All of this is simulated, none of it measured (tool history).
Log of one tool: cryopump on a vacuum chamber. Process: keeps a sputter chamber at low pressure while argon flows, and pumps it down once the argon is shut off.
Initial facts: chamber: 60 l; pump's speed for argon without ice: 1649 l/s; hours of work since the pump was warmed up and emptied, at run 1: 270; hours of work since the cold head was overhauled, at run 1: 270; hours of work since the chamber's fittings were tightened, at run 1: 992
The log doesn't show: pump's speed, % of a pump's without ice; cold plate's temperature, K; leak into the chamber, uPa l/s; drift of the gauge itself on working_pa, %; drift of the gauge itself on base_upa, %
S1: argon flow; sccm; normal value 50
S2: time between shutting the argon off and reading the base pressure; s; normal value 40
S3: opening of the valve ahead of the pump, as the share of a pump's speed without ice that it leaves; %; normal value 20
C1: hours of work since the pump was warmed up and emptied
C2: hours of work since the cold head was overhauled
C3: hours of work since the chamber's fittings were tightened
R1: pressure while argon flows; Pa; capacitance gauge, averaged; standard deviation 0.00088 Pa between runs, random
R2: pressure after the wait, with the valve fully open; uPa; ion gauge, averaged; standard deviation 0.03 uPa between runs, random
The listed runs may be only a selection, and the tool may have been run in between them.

{"run": 1, "hour": 0.0, "S1": 50, "S2": 40, "S3": 20, "C1": 270, "C2": 270, "C3": 992, "R1": 0.2603, "R2": 1.75}
{"run": 2, "hour": 45.4, "S1": 50, "S2": 40, "S3": 20, "C1": 294, "C2": 294, "C3": 1016, "R1": 0.2616, "R2": 1.69}
{"run": 3, "hour": 92.3, "S1": 50, "S2": 40, "S3": 20, "C1": 319, "C2": 319, "C3": 1041, "R1": 0.2609, "R2": 1.71}
{"run": 4, "hour": 132.2, "S1": 50, "S2": 40, "S3": 32, "C1": 340, "C2": 340, "C3": 1062, "R1": 0.1649, "R2": 1.68}
{"run": 5, "hour": 160.0, "S1": 50, "S2": 40, "S3": 32, "C1": 354, "C2": 354, "C3": 1076, "R1": 0.1651, "R2": 1.78}
{"run": 6, "hour": 211.2, "S1": 50, "S2": 40, "S3": 32, "C1": 381, "C2": 381, "C3": 1103, "R1": 0.1662, "R2": 1.72}
{"run": 7, "hour": 244.9, "S1": 50, "S2": 40, "S3": 32, "C1": 399, "C2": 399, "C3": 1121, "R1": 0.1654, "R2": 1.73}
{"run": 8, "hour": 266.8, "S1": 50, "S2": 40, "S3": 32, "C1": 411, "C2": 411, "C3": 1133, "R1": 0.1664, "R2": 1.76}
{"run": 9, "hour": 320.1, "S1": 67, "S2": 40, "S3": 32, "C1": 439, "C2": 439, "C3": 1161, "R1": 0.2241, "R2": 1.79}
{"run": 10, "hour": 371.2, "S1": 67, "S2": 40, "S3": 32, "C1": 466, "C2": 466, "C3": 1188, "R1": 0.2246, "R2": 1.78}
{"run": 11, "hour": 399.1, "S1": 21, "S2": 40, "S3": 20, "C1": 481, "C2": 481, "C3": 1202, "R1": 0.1107, "R2": 1.76}
{"run": 12, "hour": 433.0, "S1": 21, "S2": 40, "S3": 20, "C1": 498, "C2": 498, "C3": 1220, "R1": 0.1103, "R2": 1.82}
{"run": 13, "hour": 467.1, "S1": 22, "S2": 193, "S3": 39, "C1": 516, "C2": 516, "C3": 1238, "R1": 0.061, "R2": 0.75}
{"run": 14, "hour": 502.1, "S1": 22, "S2": 71, "S3": 20, "C1": 535, "C2": 535, "C3": 1257, "R1": 0.1169, "R2": 1.24}
{"run": 15, "hour": 542.2, "S1": 22, "S2": 71, "S3": 20, "C1": 556, "C2": 556, "C3": 1278, "R1": 0.1163, "R2": 1.23}
{"run": 16, "hour": 578.7, "S1": 53, "S2": 82, "S3": 35, "C1": 575, "C2": 575, "C3": 1297, "R1": 0.1634, "R2": 1.16}
{"run": 17, "hour": 615.2, "S1": 53, "S2": 82, "S3": 35, "C1": 595, "C2": 595, "C3": 1316, "R1": 0.1636, "R2": 1.15}
{"run": 18, "hour": 640.8, "S1": 24, "S2": 220, "S3": 35, "C1": 608, "C2": 608, "C3": 1330, "R1": 0.0741, "R2": 0.72}
{"run": 19, "hour": 683.2, "S1": 50, "S2": 246, "S3": 53, "C1": 630, "C2": 630, "C3": 1352, "R1": 0.1059, "R2": 0.71}
{"run": 20, "hour": 712.6, "S1": 49, "S2": 226, "S3": 45, "C1": 646, "C2": 646, "C3": 1368, "R1": 0.1212, "R2": 0.76}
{"run": 21, "hour": 750.4, "S1": 49, "S2": 226, "S3": 45, "C1": 666, "C2": 666, "C3": 1388, "R1": 0.1208, "R2": 0.77}
{"run": 22, "hour": 800.5, "S1": 49, "S2": 226, "S3": 45, "C1": 692, "C2": 692, "C3": 1414, "R1": 0.1227, "R2": 0.78}

Same runs, no hidden state in the tool, same run-to-run variation:
run=1 R1=0.2563 R2=1.52
run=2 R1=0.2572 R2=1.44
run=3 R1=0.2563 R2=1.46
run=4 R1=0.1600 R2=1.43
run=5 R1=0.1599 R2=1.51
run=6 R1=0.1607 R2=1.45
run=7 R1=0.1596 R2=1.45
run=8 R1=0.1605 R2=1.47
run=9 R1=0.2156 R2=1.49
run=10 R1=0.2155 R2=1.47
run=11 R1=0.1078 R2=1.46
run=12 R1=0.1072 R2=1.51
run=13 R1=0.0577 R2=0.43
run=14 R1=0.1134 R2=0.91
run=15 R1=0.1127 R2=0.90
run=16 R1=0.1545 R2=0.82
run=17 R1=0.1544 R2=0.80
run=18 R1=0.0698 R2=0.38
run=19 R1=0.0966 R2=0.35
run=20 R1=0.1119 R2=0.40
run=21 R1=0.1112 R2=0.40
run=22 R1=0.1126 R2=0.40

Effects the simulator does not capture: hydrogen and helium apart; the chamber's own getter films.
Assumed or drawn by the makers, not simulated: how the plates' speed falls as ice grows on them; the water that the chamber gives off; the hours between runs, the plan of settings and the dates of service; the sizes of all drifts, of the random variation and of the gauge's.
